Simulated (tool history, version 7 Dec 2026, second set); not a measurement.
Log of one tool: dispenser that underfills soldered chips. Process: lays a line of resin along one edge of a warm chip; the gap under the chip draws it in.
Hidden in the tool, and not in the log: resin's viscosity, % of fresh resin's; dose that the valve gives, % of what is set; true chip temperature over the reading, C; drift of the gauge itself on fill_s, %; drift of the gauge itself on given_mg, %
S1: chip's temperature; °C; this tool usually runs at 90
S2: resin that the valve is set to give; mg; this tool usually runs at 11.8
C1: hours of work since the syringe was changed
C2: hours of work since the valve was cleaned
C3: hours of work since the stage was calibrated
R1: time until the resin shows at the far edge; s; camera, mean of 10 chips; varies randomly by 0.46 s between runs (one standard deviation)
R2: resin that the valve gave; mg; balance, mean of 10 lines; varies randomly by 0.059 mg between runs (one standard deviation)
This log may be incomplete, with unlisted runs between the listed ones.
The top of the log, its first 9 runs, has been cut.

run	hour	S1	S2	C1	C2	C3	R1	R2
10	37.8	90	11.8	5	56	149	46.4	11.09
# hour 42.0: new syringe of resin
11	43.7	90	10.0	1	60	152	38.0	9.42
12	47.1	90	10.0	3	62	155	45.2	9.51
# hour 53.3: new syringe of resin
13	53.8	76	11.8	0	66	159	64.4	11.04
14	59.8	90	11.8	4	70	163	44.8	10.95
15	63.5	90	11.8	7	73	165	52.4	11.03
# hour 64.8: new syringe of resin
16	70.0	90	11.8	3	77	169	42.0	10.88
# hour 76.4: new syringe of resin
17	76.8	79	10.5	0	81	173	59.3	9.64
18	82.5	95	12.2	4	85	177	36.1	11.19
# hour 87.6: new syringe of resin
19	87.6	95	12.2	0	88	180	27.0	11.16
20	92.4	79	11.0	3	91	183	68.9	9.94
21	96.9	100	10.3	6	94	186	35.9	9.36
# hour 98.8: new syringe of resin
22	101.3	100	10.3	2	97	189	26.5	9.22
23	107.9	90	11.3	6	101	193	50.7	10.28
# hour 110.3: new syringe of resin
24	112.8	90	11.3	2	104	196	39.5	10.06
25	116.1	90	11.3	4	106	198	43.8	10.12
26	119.4	88	14.0	6	108	201	53.2	12.35

Forecast run 27:
# hour 121.8: new syringe of resin
27	125.3	90	14.6	2	112	204	?	?

R1: 37.6 s
R2: 13.05 mg
With no hidden state in the tool, this same run would have given R1 33.5 s, R2 14.68 mg.
